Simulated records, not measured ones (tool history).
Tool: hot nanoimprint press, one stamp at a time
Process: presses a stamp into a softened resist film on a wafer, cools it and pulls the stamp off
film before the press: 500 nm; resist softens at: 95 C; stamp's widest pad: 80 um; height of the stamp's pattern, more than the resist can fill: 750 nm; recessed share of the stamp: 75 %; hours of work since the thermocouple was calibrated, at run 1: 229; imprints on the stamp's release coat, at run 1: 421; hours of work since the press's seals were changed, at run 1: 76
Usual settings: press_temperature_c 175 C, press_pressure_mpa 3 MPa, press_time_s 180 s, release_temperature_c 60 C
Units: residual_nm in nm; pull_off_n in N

run	hour	press_temperature_c	press_pressure_mpa	press_time_s	release_temperature_c	hours of work since the thermocouple was calibrated	imprints on the stamp's release coat	hours of work since the press's seals were changed	residual_nm	pull_off_n
1	0	175	3	180	60	229	421	76	276.8	157
2	57.9	175	3	241	60	265	540	112	247.3	161
3	141.6	175	3	180	61	318	712	165	275.7	154
4	200.3	175	3.85	180	60	356	833	203	250.8	165
5	261.9	175	3.85	180	60	395	960	242	250.8	160
# hour 296.6: plate thermocouple calibrated
6	339.8	175	3.85	180	60	27	1114	289	249.2	163
7	409.9	175	3.85	180	60	72	1258	334	249.1	169
8	482.2	175	3.85	180	60	118	1407	380	248.6	168
9	519.7	175	3.85	180	60	142	1484	403	248.4	171
10	586.7	184	3.85	180	60	184	1622	446	193.1	168
# hour 594.3: plate thermocouple calibrated, once more
11	635.7	175	3	180	47	26	1717	475	279.1	219
12	674.7	187	3	180	60	51	1797	500	204.2	177
# hour 693.8: stamp cleaned and given a new release coat
13	764.7	175	2.38	180	60	104	146	553	299.8	152
14	827.4	178	3.51	180	60	144	275	593	242.2	153
15	881.7	175	3	203	60	179	387	627	265.3	153
16	960.1	177	3	180	60	228	548	677	263	157
17	1035.6	177	3	195	60	276	704	725	254.2	162
18	1115.9	175	3.98	191	57	327	869	776	243	168
19	1176.1	172	3	310	60	365	993	814	243.9	163
20	1214.2	179	2.02	180	60	390	1071	838	284.1	163
# hour 1261.4: plate thermocouple calibrated
21	1293.9	172	3	180	62	21	1229	887	303.7	159
# hour 1366.6: press's hydraulic seals changed and the load cell set to zero
22	1384	172	3.3	180	62	73	1398	11	289.7	165
23	1439.1	167	4.27	180	60	108	1512	46	301.9	170
24	1499.2	167	4.27	180	60	146	1635	84	301.7	172
25	1541	167	4.27	180	60	172	1721	111	302	170
# hour 1597.8: stamp cleaned and given a new release coat
26	1602.7	167	4.27	180	60	208	10	146	301.3	151

Hidden state at the last listed run before each entry between runs and at the first one after, where it differs:
Between runs 5 and 6: plate thermocouple calibrated (hour 296.6)
  true temperature over the reading, C: 0.73 -> 0.97; pressure that arrives at the usual setting, %: 98.83 -> 98.63; grip of the stamp's worn release coat, % over a new coat's: 8.7 -> 10.1
  measured less the result without the state, residual_nm: -3.6 -> -5.1 nm; pull_off_n: +11 -> +12 N
Between runs 10 and 11: plate thermocouple calibrated, once more (hour 594.3)
  true temperature over the reading, C: 1.36 -> 0.23; pressure that arrives at the usual setting, %: 97.93 -> 97.8; grip of the stamp's worn release coat, % over a new coat's: 14.7 -> 15.6
  measured less the result without the state, residual_nm: -4.9 -> +0.6 nm; pull_off_n: +18 -> +29 N
Between runs 12 and 13: stamp cleaned and given a new release coat (hour 693.8)
  true temperature over the reading, C: 0.29 -> 0.44; pressure that arrives at the usual setting, %: 97.68 -> 97.42; grip of the stamp's worn release coat, % over a new coat's: 16.3 -> 1.3
  measured less the result without the state, residual_nm: +0.5 -> -1.1 nm; pull_off_n: +24 -> +1 N
Between runs 20 and 21: plate thermocouple calibrated (hour 1261.4)
  true temperature over the reading, C: 1.17 -> 0.14; pressure that arrives at the usual setting, %: 96.1 -> 95.87; grip of the stamp's worn release coat, % over a new coat's: 9.7 -> 11.1
  measured less the result without the state, residual_nm: -5.1 -> +3.1 nm; pull_off_n: +11 -> +15 N
Between runs 21 and 22: press's hydraulic seals changed and the load cell set to zero (hour 1366.6)
  true temperature over the reading, C: 0.14 -> 0.28; pressure that arrives at the usual setting, %: 95.87 -> 99.45; grip of the stamp's worn release coat, % over a new coat's: 11.1 -> 12.7
  measured less the result without the state, residual_nm: +3.1 -> -1.5 nm; pull_off_n: +15 -> +18 N
Between runs 25 and 26: stamp cleaned and given a new release coat (hour 1597.8)
  true temperature over the reading, C: 0.55 -> 0.64; pressure that arrives at the usual setting, %: 99.01 -> 98.86; grip of the stamp's worn release coat, % over a new coat's: 15.6 -> 0.1
  measured less the result without the state, residual_nm: -3 -> -3.6 nm; pull_off_n: +21 -> -1 N
